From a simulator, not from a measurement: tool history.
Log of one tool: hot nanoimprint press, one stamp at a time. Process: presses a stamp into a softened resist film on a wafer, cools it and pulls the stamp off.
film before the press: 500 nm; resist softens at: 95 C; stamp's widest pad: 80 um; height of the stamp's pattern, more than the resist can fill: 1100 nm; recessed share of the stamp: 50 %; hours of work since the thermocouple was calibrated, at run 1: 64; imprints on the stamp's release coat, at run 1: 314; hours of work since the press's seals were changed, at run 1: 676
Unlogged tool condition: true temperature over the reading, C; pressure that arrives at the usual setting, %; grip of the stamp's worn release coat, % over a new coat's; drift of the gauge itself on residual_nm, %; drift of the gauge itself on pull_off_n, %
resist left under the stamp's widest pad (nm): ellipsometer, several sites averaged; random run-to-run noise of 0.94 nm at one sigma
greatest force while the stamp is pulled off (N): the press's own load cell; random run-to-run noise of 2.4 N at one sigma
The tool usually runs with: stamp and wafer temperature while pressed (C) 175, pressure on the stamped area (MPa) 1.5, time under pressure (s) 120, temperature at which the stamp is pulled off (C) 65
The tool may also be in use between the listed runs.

run,hour,stamp and wafer temperature while pressed (C),pressure on the stamped area (MPa),time under pressure (s),temperature at which the stamp is pulled off (C),hours of work since the thermocouple was calibrated,imprints on the stamp's release coat,hours of work since the press's seals were changed,resist left under the stamp's widest pad (nm),greatest force while the stamp is pulled off (N)
1,0,175,1.5,120,65,64,314,676,217.5,181
2,102.4,175,1.51,120,65,123,607,735,217,187
3,178.2,175,1.5,120,65,168,824,780,218.1,180
4,280.1,175,1.5,120,65,227,1116,839,217.8,188
5,354.3,175,1.5,120,65,270,1329,882,219,183
6,397.7,175,1.5,120,65,295,1453,908,218.7,187
7,475.7,175,1.5,120,65,341,1676,953,218.6,184
# hour 524.7: press's hydraulic seals changed and the load cell set to zero
8,560.9,175,1.5,120,65,386,1898,21,218.1,185
# hour 575.9: stamp cleaned and given a new release coat
9,662,175,1.5,120,64,441,246,77,218.9,184
# hour 763.9: plate thermocouple calibrated
10,769.3,175,1.5,120,65,3,545,137,219.3,182
11,838.5,175,1.5,120,65,44,743,178,219.7,183
12,913.1,175,1.5,120,66,87,957,221,218.9,182
13,988.3,175,1.5,120,66,131,1173,265,220,177
14,1066.9,175,1.5,120,66,177,1398,311,219.6,175
15,1152.9,175,1.5,120,66,227,1644,361,221.5,177
16,1239.8,168,1.5,133,63,277,1893,411,283.4,194
# hour 1256.5: stamp cleaned and given a new release coat
17,1294.2,168,1.5,133,63,306,108,440,284,195
18,1396.8,168,1.5,133,63,365,402,499,283.6,194
19,1447.5,174,2.25,191,58,395,547,529,158.4,214
20,1516.5,174,2.25,191,58,435,745,569,157.7,211
21,1568.1,181,1.5,218,65,465,893,599,132.9,188
# hour 1630: plate thermocouple calibrated
22,1649.2,181,1.5,218,65,11,1117,645,133.3,181
23,1731.2,172,1.08,218,65,59,1351,693,231.6,185
24,1805.8,167,1.77,120,67,102,1565,736,288.8,178
25,1908.1,167,1.77,120,67,162,1858,796,288.5,174
# hour 1941.5: stamp cleaned and given a new release coat
26,1991.7,167,2.22,116,54,207,144,841,268.1,235
27,2068.6,175,1.03,159,53,252,364,886,236.2,241
# hour 2148.7: gauge calibrated
28,2159.1,175,1.03,159,53,305,623,938,232.1,243
# hour 2234.5: press's hydraulic seals changed and the load cell set to zero
29,2238.8,167,1.14,159,72,347,829,2,303.7,154

A few steps of resist left under the stamp's widest pad (nm) between consecutive runs. Split each: what settings, incoming material and random variation would produce without the hidden state, and what is left over for the hidden state, along with gauge scatter present in only one of the two compared results (measured, and without hidden state):
Run 18 -> 19: stamp and wafer temperature while pressed (C) 168 -> 174, pressure on the stamped area (MPa) 1.5 -> 2.25, time under pressure (s) 133 -> 191, temperature at which the stamp is pulled off (C) 63 -> 58. resist left under the stamp's widest pad (nm) -125.2: hidden state -2, all else -123.2.
Run 22 -> 23: stamp and wafer temperature while pressed (C) 181 -> 172, pressure on the stamped area (MPa) 1.5 -> 1.08. resist left under the stamp's widest pad (nm) +98.3: hidden state +2.2, all else +96.1.
Run 27 -> 28: gauge calibrated. resist left under the stamp's widest pad (nm) -4.1: hidden state -6, all else +1.9.
